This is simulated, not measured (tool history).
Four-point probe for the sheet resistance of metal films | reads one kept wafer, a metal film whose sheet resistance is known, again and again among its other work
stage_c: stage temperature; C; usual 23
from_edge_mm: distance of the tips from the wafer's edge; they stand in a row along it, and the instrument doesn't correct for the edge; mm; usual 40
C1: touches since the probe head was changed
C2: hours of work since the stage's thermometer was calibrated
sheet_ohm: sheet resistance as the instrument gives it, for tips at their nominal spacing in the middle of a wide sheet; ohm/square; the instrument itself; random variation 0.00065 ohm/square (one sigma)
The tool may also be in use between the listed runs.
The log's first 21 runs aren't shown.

Run 22, hour 350.3: usual settings; C1 39856; C2 736. Result: sheet_ohm 3.240727 ohm/square.
Run 23, hour 363.3: usual settings; C1 40294; C2 744. Result: sheet_ohm 3.238726 ohm/square.
Run 24, hour 384.3: usual settings but stage_c 29 C, from_edge_mm 14 mm; C1 40998; C2 757. Result: sheet_ohm 3.248893 ohm/square.
Run 25, hour 406.5: usual settings but stage_c 21 C; C1 41744; C2 771. Result: sheet_ohm 3.239631 ohm/square.
Run 26, hour 429.0: usual settings but stage_c 21 C; C1 42500; C2 785. Result: sheet_ohm 3.238702 ohm/square.
Run 27, hour 448.8: usual settings but stage_c 21 C; C1 43167; C2 797. Result: sheet_ohm 3.238310 ohm/square.
Run 28, hour 470.8: usual settings but from_edge_mm 6 mm; C1 43904; C2 811. Result: sheet_ohm 3.285768 ohm/square.
Run 29, hour 484.7: usual settings but from_edge_mm 6 mm; C1 44373; C2 819. Result: sheet_ohm 3.286085 ohm/square.
Run 30, hour 498.6: usual settings but stage_c 18 C, from_edge_mm 27 mm; C1 44839; C2 828. Result: sheet_ohm 3.238905 ohm/square.
Run 31, hour 519.1: usual settings but stage_c 30 C, from_edge_mm 14 mm; C1 45529; C2 841. Result: sheet_ohm 3.249742 ohm/square.
Run 32, hour 538.6: usual settings but stage_c 30 C, from_edge_mm 14 mm; C1 46185; C2 853. Result: sheet_ohm 3.248445 ohm/square.
Run 33, hour 558.0: usual settings but from_edge_mm 32 mm; C1 46837; C2 865. Result: sheet_ohm 3.238920 ohm/square.
Run 34, hour 578.1: usual settings but stage_c 31 C, from_edge_mm 30 mm; C1 47512; C2 877. Result: sheet_ohm 3.241798 ohm/square.
Run 35, hour 598.5: usual settings but from_edge_mm 4 mm; C1 48195; C2 890. Result: sheet_ohm 3.343584 ohm/square.
Run 36, hour 620.6: usual settings but stage_c 34 C, from_edge_mm 11 mm; C1 48941; C2 904. Result: sheet_ohm 3.255263 ohm/square.
Run 37, hour 642.0: usual settings but stage_c 32 C, from_edge_mm 43 mm; C1 49659; C2 917. Result: sheet_ohm 3.241126 ohm/square.
Run 38, hour 654.5: usual settings but stage_c 32 C, from_edge_mm 43 mm; C1 50080; C2 925. Result: sheet_ohm 3.240022 ohm/square.
Run 39, hour 671.2: usual settings but from_edge_mm 5 mm; C1 50641; C2 935. Result: sheet_ohm 3.305302 ohm/square.
Run 40, hour 687.1: usual settings but stage_c 21 C, from_edge_mm 5 mm; C1 51176; C2 945. Result: sheet_ohm 3.304659 ohm/square.
Run 41, hour 703.8: usual settings but stage_c 29 C; C1 51737; C2 955. Result: sheet_ohm 3.239037 ohm/square.
Run 42, hour 723.3: usual settings but stage_c 29 C; C1 52392; C2 967. Result: sheet_ohm 3.239262 ohm/square.
Run 43, hour 733.7: usual settings but stage_c 29 C; C1 52739; C2 974. Result: sheet_ohm 3.240276 ohm/square.
Run 44, hour 743.6: usual settings but from_edge_mm 51 mm; C1 53074; C2 980. Result: sheet_ohm 3.237275 ohm/square.
Run 45, hour 760.2: usual settings but from_edge_mm 51 mm; C1 53630; C2 990. Result: sheet_ohm 3.236800 ohm/square.
Run 46, hour 773.8: usual settings but from_edge_mm 51 mm; C1 54088; C2 999. Result: sheet_ohm 3.237245 ohm/square.

3 ways to go on from here, each from the tool as it stands after run 46. What would each give?
Run A, hour 785.7: usual settings but stage_c 20 C, from_edge_mm 74 mm; C1 54489; C2 1006. Result: sheet_ohm ?.
Run B, hour 785.7: usual settings but stage_c 27 C, from_edge_mm 17 mm; C1 54489; C2 1006. Result: sheet_ohm ?.
Run C, hour 785.7: usual settings but stage_c 25 C, from_edge_mm 4 mm; C1 54489; C2 1006. Result: sheet_ohm ?.

run  sheet_ohm
  A   3.237104
  B   3.244364
  C   3.342401
Without the tool's hidden state the same runs would have given:
run  sheet_ohm
  A   3.247794
  B   3.255183
  C   3.353478
